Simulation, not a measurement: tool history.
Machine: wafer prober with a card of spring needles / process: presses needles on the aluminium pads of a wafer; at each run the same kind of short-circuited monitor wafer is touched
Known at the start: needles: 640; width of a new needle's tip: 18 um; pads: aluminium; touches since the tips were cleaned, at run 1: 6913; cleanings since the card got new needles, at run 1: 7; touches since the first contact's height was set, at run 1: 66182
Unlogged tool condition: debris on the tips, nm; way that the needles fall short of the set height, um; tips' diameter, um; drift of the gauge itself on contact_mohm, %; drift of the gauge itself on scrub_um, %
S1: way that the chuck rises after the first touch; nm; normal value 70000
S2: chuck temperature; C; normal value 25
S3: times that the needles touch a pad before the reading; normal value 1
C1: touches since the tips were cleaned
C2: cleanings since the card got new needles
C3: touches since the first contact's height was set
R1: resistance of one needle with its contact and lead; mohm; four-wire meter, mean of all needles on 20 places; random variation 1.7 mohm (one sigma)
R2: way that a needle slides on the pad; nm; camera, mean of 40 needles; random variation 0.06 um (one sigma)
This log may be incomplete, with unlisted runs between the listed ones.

run 1 hour=0 | S1=70000 S2=25 S3=1 | C1=6913 C2=7 C3=66182 | R1=170 R2=14110
-- hour=2.3 tips cleaned on abrasive film
run 2 hour=6 | S1=70000 S2=25 S3=1 | C1=2741 C2=8 C3=70567 | R1=169 R2=14080
-- hour=13.8 tips cleaned on abrasive film
run 3 hour=13.8 | S1=70000 S2=25 S3=1 | C1=0 C2=9 C3=76233 | R1=167 R2=14060
run 4 hour=21.7 | S1=70000 S2=25 S3=1 | C1=5864 C2=9 C3=82097 | R1=167 R2=14070
-- hour=25.2 tips cleaned on abrasive film
run 5 hour=27.6 | S1=70000 S2=25 S3=1 | C1=1740 C2=10 C3=86398 | R1=169 R2=14170
run 6 hour=35.8 | S1=70000 S2=25 S3=1 | C1=7822 C2=10 C3=92480 | R1=170 R2=14170
-- hour=36.6 tips cleaned on abrasive film
run 7 hour=42.7 | S1=70000 S2=25 S3=1 | C1=4559 C2=11 C3=97585 | R1=168 R2=14180
run 8 hour=47 | S1=70000 S2=25 S3=1 | C1=7731 C2=11 C3=100757 | R1=171 R2=14190
-- hour=48.1 tips cleaned on abrasive film
run 9 hour=56.9 | S1=55000 S2=29 S3=2 | C1=6516 C2=12 C3=107979 | R1=180 R2=11110
-- hour=59.5 tips cleaned on abrasive film
run 10 hour=65.2 | S1=55000 S2=29 S3=2 | C1=4194 C2=13 C3=114063 | R1=176 R2=11140
run 11 hour=70.3 | S1=55000 S2=29 S3=1 | C1=7989 C2=13 C3=117858 | R1=176 R2=11100
-- hour=71.3 tips cleaned on abrasive film
run 12 hour=76.7 | S1=55000 S2=99 S3=2 | C1=4018 C2=14 C3=122564 | R1=193 R2=11310
-- hour=83.1 tips cleaned on abrasive film
run 13 hour=83.1 | S1=55000 S2=99 S3=2 | C1=0 C2=15 C3=127231 | R1=190 R2=11260

5 ways to go on from here, each from the tool as it stands after run 13. What would each give?
run A hour=88.6 | S1=82000 S2=37 S3=1 | C1=4030 C2=15 C3=131261 | R1=? R2=?
run B hour=88.6 | S1=55000 S2=109 S3=2 | C1=4030 C2=15 C3=131261 | R1=? R2=?
run C hour=88.6 | S1=66000 S2=90 S3=3 | C1=4030 C2=15 C3=131261 | R1=? R2=?
run D hour=88.6 | S1=70000 S2=25 S3=2 | C1=4030 C2=15 C3=131261 | R1=? R2=?
run E hour=88.6 | S1=55000 S2=106 S3=2 | C1=4030 C2=15 C3=131261 | R1=? R2=?

run=A R1=171 R2=16650
run=B R1=197 R2=11230
run=C R1=188 R2=13400
run=D R1=171 R2=14220
run=E R1=195 R2=11120
With no hidden state in the tool, these same runs would have given:
run=A R1=171 R2=16490
run=B R1=197 R2=11120
run=C R1=188 R2=13270
run=D R1=171 R2=14080
run=E R1=195 R2=11010

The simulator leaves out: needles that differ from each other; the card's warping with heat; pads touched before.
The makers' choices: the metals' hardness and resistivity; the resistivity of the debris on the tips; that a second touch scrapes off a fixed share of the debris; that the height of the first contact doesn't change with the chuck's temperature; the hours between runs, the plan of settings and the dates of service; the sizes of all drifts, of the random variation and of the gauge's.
